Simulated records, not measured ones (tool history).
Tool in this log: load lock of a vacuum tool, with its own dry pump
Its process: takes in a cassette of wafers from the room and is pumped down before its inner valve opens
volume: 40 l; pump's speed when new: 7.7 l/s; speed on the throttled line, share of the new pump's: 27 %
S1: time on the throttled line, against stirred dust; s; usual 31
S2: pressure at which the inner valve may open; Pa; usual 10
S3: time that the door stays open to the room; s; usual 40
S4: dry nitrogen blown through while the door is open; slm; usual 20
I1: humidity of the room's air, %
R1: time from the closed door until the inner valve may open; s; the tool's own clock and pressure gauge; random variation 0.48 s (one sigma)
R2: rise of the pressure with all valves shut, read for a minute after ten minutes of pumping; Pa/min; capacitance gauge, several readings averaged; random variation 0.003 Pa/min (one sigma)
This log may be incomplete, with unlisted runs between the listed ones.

| run | hour | S1 | S2 | S3 | S4 | I1 | R1 | R2 |
|---|---|---|---|---|---|---|---|---|
| 1 | 0.0 | 31 | 10 | 40 | 20 | 41.8 | 74.3 | 0.125 |
| 2 | 221.4 | 31 | 10 | 40 | 20 | 48.4 | 71.2 | 0.132 |
| 3 | 367.6 | 31 | 10 | 40 | 20 | 44.2 | 74.0 | 0.126 |
| 4 | 609.4 | 31 | 10 | 192 | 20 | 46.7 | 73.3 | 0.173 |
| 5 | 821.4 | 31 | 11 | 40 | 20 | 42.9 | 73.1 | 0.137 |
| 6 | 1077.0 | 31 | 11 | 40 | 20 | 47.0 | 73.4 | 0.148 |
| 7 | 1420.5 | 31 | 11 | 40 | 20 | 42.8 | 72.0 | 0.147 |
| 8 | 1731.5 | 31 | 10 | 40 | 20 | 45.0 | 74.4 | 0.146 |
| 9 | 1998.6 | 54 | 7 | 196 | 10 | 44.8 | 92.5 | 0.212 |
| 10 | 2177.6 | 54 | 7 | 196 | 10 | 43.1 | 91.8 | 0.214 |
| 11 | 2523.3 | 43 | 10 | 40 | 14 | 44.7 | 82.7 | 0.157 |
| 12 | 2870.2 | 57 | 11 | 97 | 24 | 46.1 | 92.1 | 0.170 |
| 13 | 3094.9 | 31 | 11 | 107 | 20 | 41.7 | 72.3 | 0.175 |
| 14 | 3337.9 | 34 | 10 | 194 | 10 | 49.6 | 75.3 | 0.228 |
| 15 | 3688.8 | 34 | 10 | 194 | 10 | 48.4 | 75.9 | 0.238 |

Predict each of these 5 candidate next runs independently; none follows another, all start after run 15:
| A | 3938.3 | 55 | 9 | 35 | 20 | 44.0 | ? | ? |
| B | 3938.3 | 34 | 17 | 31 | 16 | 44.6 | ? | ? |
| C | 3938.3 | 43 | 10 | 71 | 38 | 44.3 | ? | ? |
| D | 3938.3 | 34 | 19 | 92 | 6 | 43.5 | ? | ? |
| E | 3938.3 | 34 | 16 | 54 | 10 | 43.4 | ? | ? |

| run | R1 | R2 |
|---|---|---|
| A | 91.5 | 0.170 |
| B | 72.9 | 0.176 |
| C | 81.5 | 0.164 |
| D | 72.4 | 0.213 |
| E | 73.1 | 0.186 |
With the hidden condition removed and each run's random variation left untouched, the same runs would have given:
| run | R1 | R2 |
|---|---|---|
| A | 88.4 | 0.036 |
| B | 69.7 | 0.039 |
| C | 78.4 | 0.033 |
| D | 69.3 | 0.079 |
| E | 70.0 | 0.050 |
